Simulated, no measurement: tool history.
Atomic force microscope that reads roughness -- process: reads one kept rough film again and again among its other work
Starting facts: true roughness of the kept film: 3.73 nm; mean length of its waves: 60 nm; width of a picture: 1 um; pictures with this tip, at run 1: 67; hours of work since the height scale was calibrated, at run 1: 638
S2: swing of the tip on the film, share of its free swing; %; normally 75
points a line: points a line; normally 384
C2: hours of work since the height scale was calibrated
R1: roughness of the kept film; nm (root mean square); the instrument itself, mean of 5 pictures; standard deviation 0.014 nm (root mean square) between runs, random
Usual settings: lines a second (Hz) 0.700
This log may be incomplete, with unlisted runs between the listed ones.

{"run": 1, "hour": 0.0, "lines a second (Hz)": 0.7, "S2": 75, "points a line": 384, "pictures with this tip": 67, "C2": 638, "R1": 3.409}
{"run": 2, "hour": 36.1, "lines a second (Hz)": 0.7, "S2": 75, "points a line": 571, "pictures with this tip": 109, "C2": 666, "R1": 3.416}
{"hour": 59.8, "done": "new tip fitted"}
{"run": 3, "hour": 71.2, "lines a second (Hz)": 0.7, "S2": 75, "points a line": 571, "pictures with this tip": 13, "C2": 693, "R1": 3.425}
{"run": 4, "hour": 136.7, "lines a second (Hz)": 0.7, "S2": 75, "points a line": 571, "pictures with this tip": 89, "C2": 743, "R1": 3.427}
{"run": 5, "hour": 172.2, "lines a second (Hz)": 0.7, "S2": 64, "points a line": 571, "pictures with this tip": 130, "C2": 771, "R1": 3.484}
{"hour": 176.1, "done": "new tip fitted"}
{"run": 6, "hour": 235.5, "lines a second (Hz)": 0.7, "S2": 75, "points a line": 384, "pictures with this tip": 69, "C2": 819, "R1": 3.436}
{"run": 7, "hour": 271.5, "lines a second (Hz)": 0.7, "S2": 75, "points a line": 384, "pictures with this tip": 111, "C2": 847, "R1": 3.439}
{"hour": 293.8, "done": "new tip fitted"}
{"run": 8, "hour": 316.0, "lines a second (Hz)": 0.7, "S2": 75, "points a line": 384, "pictures with this tip": 26, "C2": 881, "R1": 3.441}
{"run": 9, "hour": 353.5, "lines a second (Hz)": 2.886, "S2": 75, "points a line": 384, "pictures with this tip": 70, "C2": 910, "R1": 3.052}
{"run": 10, "hour": 391.9, "lines a second (Hz)": 2.886, "S2": 75, "points a line": 384, "pictures with this tip": 114, "C2": 939, "R1": 3.053}
{"hour": 409.6, "done": "new tip fitted"}
{"run": 11, "hour": 434.3, "lines a second (Hz)": 0.7, "S2": 75, "points a line": 611, "pictures with this tip": 29, "C2": 971, "R1": 3.418}
{"run": 12, "hour": 474.7, "lines a second (Hz)": 0.7, "S2": 75, "points a line": 611, "pictures with this tip": 76, "C2": 1003, "R1": 3.399}
{"hour": 526.8, "done": "new tip fitted"}
{"run": 13, "hour": 526.8, "lines a second (Hz)": 0.7, "S2": 75, "points a line": 611, "pictures with this tip": 0, "C2": 1042, "R1": 3.424}
{"run": 14, "hour": 589.8, "lines a second (Hz)": 0.7, "S2": 75, "points a line": 611, "pictures with this tip": 73, "C2": 1091, "R1": 3.416}
{"hour": 644.7, "done": "new tip fitted"}
{"run": 15, "hour": 648.1, "lines a second (Hz)": 0.7, "S2": 75, "points a line": 611, "pictures with this tip": 4, "C2": 1135, "R1": 3.444}
{"run": 16, "hour": 713.9, "lines a second (Hz)": 0.7, "S2": 75, "points a line": 611, "pictures with this tip": 80, "C2": 1186, "R1": 3.457}
{"hour": 764.5, "done": "new tip fitted"}
{"run": 17, "hour": 775.2, "lines a second (Hz)": 0.7, "S2": 75, "points a line": 611, "pictures with this tip": 13, "C2": 1233, "R1": 3.439}
{"run": 18, "hour": 840.8, "lines a second (Hz)": 0.768, "S2": 62, "points a line": 881, "pictures with this tip": 89, "C2": 1283, "R1": 3.485}

Run 19 is up next; what results do you expect?
{"hour": 868.6, "done": "height scale calibrated on a step standard"}
{"hour": 884.0, "done": "new tip fitted"}
{"run": 19, "hour": 892.3, "lines a second (Hz)": 0.768, "S2": 62, "points a line": 881, "pictures with this tip": 10, "C2": 18, "R1": "?"}

R1: 3.530 nm (root mean square)
Had the tool carried no hidden state, the very same run would have given R1 3.531 nm (root mean square).
